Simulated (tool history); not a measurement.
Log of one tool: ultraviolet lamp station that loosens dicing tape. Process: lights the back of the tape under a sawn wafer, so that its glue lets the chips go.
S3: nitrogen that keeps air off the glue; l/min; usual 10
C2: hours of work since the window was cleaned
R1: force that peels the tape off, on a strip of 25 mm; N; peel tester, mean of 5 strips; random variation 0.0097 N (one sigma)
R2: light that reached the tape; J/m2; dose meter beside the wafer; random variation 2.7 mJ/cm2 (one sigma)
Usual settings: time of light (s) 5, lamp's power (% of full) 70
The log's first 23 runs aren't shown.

Run 24, day 22.892: usual settings but time of light (s) 8, lamp's power (% of full) 90, S3 20 l/min; hours of work of the lamp 877; C2 191. Result: R1 0.141 N, R2 5530 J/m2.
Run 25, day 23.533: usual settings but time of light (s) 6, lamp's power (% of full) 78; hours of work of the lamp 888; C2 202. Result: R1 0.417 N, R2 3560 J/m2.
Run 26, day 24.9: usual settings but lamp's power (% of full) 65; hours of work of the lamp 913; C2 227. Result: R1 0.888 N, R2 2430 J/m2.
Run 27, day 25.708: usual settings but time of light (s) 2, lamp's power (% of full) 75; hours of work of the lamp 927; C2 241. Result: R1 2.344 N, R2 1100 J/m2.
Run 28, day 26.371: usual settings but lamp's power (% of full) 91, S3 4 l/min; hours of work of the lamp 939; C2 253. Result: R1 0.761 N, R2 3380 J/m2.
Run 29, day 27.012: usual settings but time of light (s) 3, lamp's power (% of full) 91, S3 4 l/min; hours of work of the lamp 950; C2 265. Result: R1 1.667 N, R2 2050 J/m2.
Run 30, day 27.983: usual settings but lamp's power (% of full) 82, S3 5 l/min; hours of work of the lamp 968; C2 282. Result: R1 0.854 N, R2 3050 J/m2.
Run 31, day 28.75: usual settings but time of light (s) 9, S3 7 l/min; hours of work of the lamp 982; C2 296. Result: R1 0.306 N, R2 4610 J/m2.
Run 32, day 29.533: usual settings but time of light (s) 4, lamp's power (% of full) 74, S3 4 l/min; hours of work of the lamp 996; C2 310. Result: R1 1.618 N, R2 2190 J/m2.
Run 33, day 30.179: usual settings but S3 13 l/min; hours of work of the lamp 1007; C2 322. Result: R1 0.759 N, R2 2530 J/m2.
Run 34, day 30.883: usual settings but time of light (s) 4, lamp's power (% of full) 74, S3 13 l/min; hours of work of the lamp 1020; C2 334. Result: R1 1.046 N, R2 2140 J/m2.
Run 35, day 31.779: usual settings but time of light (s) 3, lamp's power (% of full) 74, S3 13 l/min; hours of work of the lamp 1036; C2 350. Result: R1 1.53 N, R2 1550 J/m2.
Run 36, day 32.921: usual settings but time of light (s) 6, S3 8 l/min; hours of work of the lamp 1056; C2 371. Result: R1 0.708 N, R2 2940 J/m2.
Run 37, day 33.879: usual settings but time of light (s) 2, lamp's power (% of full) 85, S3 4 l/min; hours of work of the lamp 1074; C2 388. Result: R1 2.969 N, R2 1160 J/m2.
Run 38, day 34.771: usual settings but time of light (s) 2, lamp's power (% of full) 85, S3 4 l/min; hours of work of the lamp 1089; C2 404. Result: R1 2.889 N, R2 1200 J/m2.
Run 39, day 35.921: usual settings but lamp's power (% of full) 61, S3 17 l/min; hours of work of the lamp 1110; C2 424. Result: R1 0.949 N, R2 2140 J/m2.
At day 36.183: lamp changed.
Run 40, day 36.788: usual settings but lamp's power (% of full) 80; hours of work of the lamp 11; C2 439. Result: R1 0.365 N, R2 3840 J/m2.
Run 41, day 37.883: usual settings but lamp's power (% of full) 80; hours of work of the lamp 30; C2 459. Result: R1 0.374 N, R2 3820 J/m2.
Run 42, day 39.154: usual settings; hours of work of the lamp 53; C2 482. Result: R1 0.507 N, R2 3230 J/m2.
Run 43, day 40.296: usual settings but time of light (s) 3; hours of work of the lamp 74; C2 502. Result: R1 1.273 N, R2 1980 J/m2.

4 ways to go on from here, each from the tool as it stands after run 43. What would each give?
Run A, day 41.525: usual settings but lamp's power (% of full) 97; hours of work of the lamp 96; C2 524. Result: R1 ?, R2 ?.
Run B, day 41.525: usual settings but time of light (s) 2, lamp's power (% of full) 97, S3 4 l/min; hours of work of the lamp 96; C2 524. Result: R1 ?, R2 ?.
Run C, day 41.525: usual settings but lamp's power (% of full) 73; hours of work of the lamp 96; C2 524. Result: R1 ?, R2 ?.
Run D, day 41.525: usual settings but time of light (s) 3, lamp's power (% of full) 91; hours of work of the lamp 96; C2 524. Result: R1 ?, R2 ?.

run     R1    R2
  A  0.264  4510
  B  2.006  1790
  C   0.49  3390
  D  0.861  2490
Without the tool's hidden state the same runs would have given:
run     R1    R2
  A  0.212  5030
  B  1.774  2000
  C  0.388  3780
  D  0.702  2780

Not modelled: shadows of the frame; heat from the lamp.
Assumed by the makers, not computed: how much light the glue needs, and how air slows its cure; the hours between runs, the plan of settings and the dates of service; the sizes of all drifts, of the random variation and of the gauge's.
